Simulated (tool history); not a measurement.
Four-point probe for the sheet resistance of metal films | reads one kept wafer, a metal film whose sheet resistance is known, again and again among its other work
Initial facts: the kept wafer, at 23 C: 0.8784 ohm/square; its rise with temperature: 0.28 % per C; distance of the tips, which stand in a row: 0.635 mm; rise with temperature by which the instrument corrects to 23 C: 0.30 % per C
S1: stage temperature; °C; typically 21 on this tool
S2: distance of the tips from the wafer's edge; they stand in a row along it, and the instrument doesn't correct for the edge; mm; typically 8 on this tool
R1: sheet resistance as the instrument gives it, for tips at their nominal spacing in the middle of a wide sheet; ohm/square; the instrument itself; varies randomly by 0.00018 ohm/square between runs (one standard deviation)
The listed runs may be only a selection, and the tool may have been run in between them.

Run 1, day 0: usual settings. Result: R1 0.88353 ohm/square.
Run 2, day 2.371: usual settings. Result: R1 0.883511 ohm/square.
Run 3, day 6.608: usual settings. Result: R1 0.88338 ohm/square.
Run 4, day 10.175: usual settings. Result: R1 0.883426 ohm/square.
Run 5, day 14.162: usual settings. Result: R1 0.883354 ohm/square.
Run 6, day 16.683: usual settings but S2 47 mm. Result: R1 0.880566 ohm/square.
Run 7, day 20.133: usual settings but S2 47 mm. Result: R1 0.88031 ohm/square.
Run 8, day 22.929: usual settings but S2 47 mm. Result: R1 0.880372 ohm/square.
Run 9, day 25.421: usual settings but S2 21 mm. Result: R1 0.880747 ohm/square.
At day 25.9: stage's thermometer calibrated.
Run 10, day 29.058: usual settings but S2 21 mm. Result: R1 0.881031 ohm/square.
Run 11, day 30.962: usual settings. Result: R1 0.883727 ohm/square.
Run 12, day 34.208: usual settings but S2 46 mm. Result: R1 0.880382 ohm/square.
Run 13, day 36.95: usual settings. Result: R1 0.883223 ohm/square.
Run 14, day 39.675: usual settings. Result: R1 0.883378 ohm/square.
Run 15, day 42.525: usual settings but S1 28 °C. Result: R1 0.881955 ohm/square.
Run 16, day 46.904: usual settings but S1 28 °C. Result: R1 0.881687 ohm/square.
At day 49.458: stage's thermometer calibrated, once more.
Run 17, day 51.412: usual settings but S1 28 °C. Result: R1 0.879697 ohm/square.
Run 18, day 55.462: usual settings. Result: R1 0.88116 ohm/square.
Run 19, day 57.75: usual settings. Result: R1 0.88117 ohm/square.
Run 20, day 60.783: usual settings. Result: R1 0.881521 ohm/square.
Run 21, day 64.367: usual settings. Result: R1 0.881337 ohm/square.
Run 22, day 67.646: usual settings. Result: R1 0.881532 ohm/square.
Run 23, day 71.042: usual settings but S1 26 °C, S2 48 mm. Result: R1 0.877254 ohm/square.
Run 24, day 74.104: usual settings but S1 25 °C, S2 32 mm. Result: R1 0.877698 ohm/square.

Expected results for the next run?
Run 25, day 76.983: usual settings but S1 25 °C, S2 32 mm. Result: R1 ?.

Run 25 produced R1 0.877807 ohm/square.
Without the tool's hidden state the same run would have given R1 0.878452 ohm/square.

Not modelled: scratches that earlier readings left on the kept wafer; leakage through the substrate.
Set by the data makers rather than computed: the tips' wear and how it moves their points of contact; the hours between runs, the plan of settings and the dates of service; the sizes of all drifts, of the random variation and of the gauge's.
